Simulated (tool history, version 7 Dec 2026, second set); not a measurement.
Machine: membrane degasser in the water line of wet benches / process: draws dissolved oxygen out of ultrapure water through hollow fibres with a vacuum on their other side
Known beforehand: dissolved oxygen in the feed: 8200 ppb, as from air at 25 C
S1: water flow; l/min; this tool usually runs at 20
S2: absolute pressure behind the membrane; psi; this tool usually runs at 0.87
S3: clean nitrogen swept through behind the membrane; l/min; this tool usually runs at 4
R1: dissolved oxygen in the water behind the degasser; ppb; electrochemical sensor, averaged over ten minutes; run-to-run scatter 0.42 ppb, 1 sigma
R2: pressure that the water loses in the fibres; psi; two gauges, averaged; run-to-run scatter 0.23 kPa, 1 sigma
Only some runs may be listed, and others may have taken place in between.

run     day  S1     S2    S3     R1      R2
  1       0  20   0.87     4   38.7   8.435
  2  10.971  20   0.87     4   38.6   8.479
  3  18.196  20   0.87     4   38.9    8.48
  4  25.533  20   0.87   4.7   33.5   8.443
  5  32.667  20   0.87   4.7   34.1   8.528
  6  39.708  22  1.001   1.7  121.9    9.38
     43.308  -- seals of the vacuum lines changed
  7  45.742  22  1.001   1.7    118   9.425
  8  55.967  24  0.645   2.2   43.5  10.222
  9  65.217  24  0.645  3.49   31.6   10.19
 10  75.946  20  1.778  1.79  241.7   8.575

Predict each of these 5 candidate next runs independently; none follows another, all start after run 10:
  A  84.979  27   0.87     4   ?   ?
  B  84.979  24   0.87     4   ?   ?
  C  84.979  22   1.24   1.9   ?   ?
  D  84.979  28   0.87  2.17   ?   ?
  E  84.979  13  0.635  4.34   ?   ?

run     R1      R2
  A   64.1  11.526
  B   51.8  10.286
  C  152.5   9.475
  D  108.1  11.976
  E   10.3   5.587
Stripped of hidden state, with their random variation kept, the same runs would have yielded:
run     R1      R2
  A   57.6  11.088
  B   47.2   9.894
  C  146.4   9.117
  D   98.8   11.52
  E    8.9   5.377
